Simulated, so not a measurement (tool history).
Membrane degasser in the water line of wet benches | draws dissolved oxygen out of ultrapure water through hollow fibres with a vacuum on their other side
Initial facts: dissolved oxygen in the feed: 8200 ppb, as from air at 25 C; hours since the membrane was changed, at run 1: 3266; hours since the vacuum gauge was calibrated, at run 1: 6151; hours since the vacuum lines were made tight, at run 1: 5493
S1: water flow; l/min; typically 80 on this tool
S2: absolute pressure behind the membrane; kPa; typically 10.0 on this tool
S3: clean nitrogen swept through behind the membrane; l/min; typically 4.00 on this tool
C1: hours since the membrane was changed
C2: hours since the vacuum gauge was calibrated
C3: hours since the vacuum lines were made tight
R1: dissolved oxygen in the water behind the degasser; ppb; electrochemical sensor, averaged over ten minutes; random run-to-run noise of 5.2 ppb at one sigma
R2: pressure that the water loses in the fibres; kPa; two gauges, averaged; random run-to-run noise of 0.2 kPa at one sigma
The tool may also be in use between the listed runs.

run 1 hour=0.0 | S1=80 S2=10.0 S3=4.00 | C1=3266 C2=6151 C3=5493 | R1=520.5 R2=43.41
run 2 hour=82.2 | S1=113 S2=10.0 S3=4.00 | C1=3348 C2=6233 C3=5575 | R1=950.1 R2=60.94
run 3 hour=154.1 | S1=113 S2=10.0 S3=4.00 | C1=3420 C2=6305 C3=5647 | R1=947.1 R2=60.95
run 4 hour=246.8 | S1=60 S2=10.0 S3=4.00 | C1=3513 C2=6398 C3=5739 | R1=319.1 R2=32.54
run 5 hour=289.8 | S1=80 S2=10.0 S3=4.00 | C1=3556 C2=6441 C3=5782 | R1=519.6 R2=43.33
run 6 hour=367.8 | S1=80 S2=10.0 S3=4.00 | C1=3634 C2=6519 C3=5860 | R1=527.9 R2=43.39
run 7 hour=426.9 | S1=80 S2=10.0 S3=4.00 | C1=3693 C2=6578 C3=5919 | R1=515.9 R2=43.28
run 8 hour=523.4 | S1=60 S2=10.0 S3=4.00 | C1=3790 C2=6674 C3=6016 | R1=310.4 R2=32.62
run 9 hour=605.6 | S1=60 S2=10.0 S3=4.00 | C1=3872 C2=6756 C3=6098 | R1=317.0 R2=32.66
run 10 hour=659.3 | S1=60 S2=10.0 S3=4.00 | C1=3926 C2=6810 C3=6152 | R1=317.4 R2=32.41
run 11 hour=710.3 | S1=80 S2=10.0 S3=4.00 | C1=3977 C2=6861 C3=6203 | R1=532.8 R2=43.49
run 12 hour=755.4 | S1=80 S2=10.0 S3=4.00 | C1=4022 C2=6906 C3=6248 | R1=523.9 R2=43.36
run 13 hour=850.0 | S1=80 S2=10.0 S3=4.00 | C1=4116 C2=7001 C3=6343 | R1=517.7 R2=43.29
run 14 hour=943.5 | S1=80 S2=10.0 S3=4.00 | C1=4210 C2=7094 C3=6436 | R1=524.7 R2=43.38
run 15 hour=993.9 | S1=80 S2=10.0 S3=4.00 | C1=4260 C2=7145 C3=6486 | R1=521.5 R2=43.20
run 16 hour=1036.6 | S1=106 S2=10.0 S3=4.00 | C1=4303 C2=7187 C3=6529 | R1=850.4 R2=57.36
run 17 hour=1076.8 | S1=51 S2=24.0 S3=5.92 | C1=4343 C2=7228 C3=6569 | R1=449.2 R2=27.68
run 18 hour=1162.2 | S1=94 S2=10.4 S3=4.00 | C1=4428 C2=7313 C3=6655 | R1=715.1 R2=50.81
run 19 hour=1249.2 | S1=94 S2=10.4 S3=4.00 | C1=4515 C2=7400 C3=6742 | R1=722.8 R2=50.95
run 20 hour=1325.1 | S1=60 S2=10.4 S3=2.12 | C1=4591 C2=7476 C3=6818 | R1=492.9 R2=32.41
run 21 hour=1384.3 | S1=60 S2=6.3 S3=7.68 | C1=4651 C2=7535 C3=6877 | R1=150.5 R2=32.36
run 22 hour=1453.8 | S1=63 S2=20.0 S3=2.55 | C1=4720 C2=7605 C3=6946 | R1=912.2 R2=34.52
run 23 hour=1526.2 | S1=63 S2=20.0 S3=2.55 | C1=4792 C2=7677 C3=7019 | R1=923.1 R2=34.20
run 24 hour=1603.7 | S1=57 S2=12.1 S3=2.55 | C1=4870 C2=7755 C3=7096 | R1=488.0 R2=30.80
run 25 hour=1686.4 | S1=57 S2=12.1 S3=2.55 | C1=4953 C2=7837 C3=7179 | R1=481.4 R2=31.08

Run 26 is up next; what results do you expect?
run 26 hour=1783.3 | S1=57 S2=12.1 S3=2.55 | C1=5050 C2=7934 C3=7276 | R1=? R2=?

R1: 480.9 ppb
R2: 30.96 kPa
On a tool with no hidden condition, and with the same random variation, this run would have come out at R1 480.5 ppb, R2 30.94 kPa.
